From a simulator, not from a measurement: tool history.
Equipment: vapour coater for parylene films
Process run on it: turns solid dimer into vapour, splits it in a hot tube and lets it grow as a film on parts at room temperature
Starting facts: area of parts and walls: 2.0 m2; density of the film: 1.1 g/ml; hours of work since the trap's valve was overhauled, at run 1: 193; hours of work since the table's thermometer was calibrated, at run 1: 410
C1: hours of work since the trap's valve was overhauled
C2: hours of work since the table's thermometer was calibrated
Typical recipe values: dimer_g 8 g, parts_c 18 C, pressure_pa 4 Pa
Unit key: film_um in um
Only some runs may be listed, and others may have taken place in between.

run 1 day=0 | dimer_g=8 parts_c=18 pressure_pa=4 | C1=193 C2=410 | film_um=2.07
run 2 day=0.554 | dimer_g=8 parts_c=18 pressure_pa=6.79 | C1=200 C2=416 | film_um=1.95
run 3 day=1.008 | dimer_g=8 parts_c=18 pressure_pa=4 | C1=205 C2=421 | film_um=2.08
run 4 day=1.688 | dimer_g=8 parts_c=13 pressure_pa=4 | C1=213 C2=429 | film_um=2.4
run 5 day=2.612 | dimer_g=4 parts_c=13 pressure_pa=4 | C1=223 C2=440 | film_um=1.2
run 6 day=3.462 | dimer_g=8 parts_c=13 pressure_pa=4 | C1=233 C2=450 | film_um=2.43
run 7 day=4.292 | dimer_g=8 parts_c=18 pressure_pa=4 | C1=243 C2=459 | film_um=2.06
run 8 day=5.062 | dimer_g=8 parts_c=18 pressure_pa=4 | C1=252 C2=468 | film_um=2.07
run 9 day=5.758 | dimer_g=8 parts_c=18 pressure_pa=4 | C1=260 C2=476 | film_um=2.08
run 10 day=6.392 | dimer_g=8 parts_c=18 pressure_pa=4 | C1=267 C2=483 | film_um=2.07
run 11 day=7.333 | dimer_g=8 parts_c=18 pressure_pa=4 | C1=278 C2=494 | film_um=2.06
run 12 day=8.129 | dimer_g=8 parts_c=18 pressure_pa=4 | C1=287 C2=503 | film_um=2.07
run 13 day=8.971 | dimer_g=8 parts_c=18 pressure_pa=5.54 | C1=297 C2=513 | film_um=1.97
-- day=9.071 table's thermometer calibrated
run 14 day=9.417 | dimer_g=8 parts_c=18 pressure_pa=2.09 | C1=301 C2=4 | film_um=2.18
run 15 day=10.121 | dimer_g=6 parts_c=18 pressure_pa=2.09 | C1=309 C2=12 | film_um=1.63
run 16 day=10.796 | dimer_g=9 parts_c=24 pressure_pa=3.27 | C1=317 C2=20 | film_um=1.95
-- day=11.038 table's thermometer calibrated, once more
run 17 day=11.604 | dimer_g=9 parts_c=24 pressure_pa=3.27 | C1=326 C2=7 | film_um=1.9
run 18 day=12.096 | dimer_g=9 parts_c=13 pressure_pa=3.27 | C1=332 C2=12 | film_um=2.68
run 19 day=12.938 | dimer_g=8 parts_c=12 pressure_pa=7.89 | C1=341 C2=22 | film_um=2.25
run 20 day=13.758 | dimer_g=11 parts_c=12 pressure_pa=7.18 | C1=351 C2=31 | film_um=3.14
run 21 day=14.521 | dimer_g=11 parts_c=12 pressure_pa=7.18 | C1=360 C2=40 | film_um=3.1
run 22 day=14.929 | dimer_g=11 parts_c=11 pressure_pa=7.18 | C1=364 C2=45 | film_um=3.19
run 23 day=15.75 | dimer_g=9 parts_c=18 pressure_pa=7 | C1=374 C2=54 | film_um=2.12
run 24 day=16.45 | dimer_g=12 parts_c=22 pressure_pa=2.81 | C1=382 C2=62 | film_um=2.73
run 25 day=17.062 | dimer_g=12 parts_c=22 pressure_pa=2.81 | C1=389 C2=70 | film_um=2.69
run 26 day=17.679 | dimer_g=9 parts_c=18 pressure_pa=9.13 | C1=396 C2=77 | film_um=2.08

Run 27 has not been measured yet. What should we expect?
run 27 day=18.25 | dimer_g=10 parts_c=14 pressure_pa=9.26 | C1=403 C2=83 | film_um=?

{"run 27": {"film_um": 2.57}}
Without the tool's hidden state the same run would have given film_um 2.78 um.

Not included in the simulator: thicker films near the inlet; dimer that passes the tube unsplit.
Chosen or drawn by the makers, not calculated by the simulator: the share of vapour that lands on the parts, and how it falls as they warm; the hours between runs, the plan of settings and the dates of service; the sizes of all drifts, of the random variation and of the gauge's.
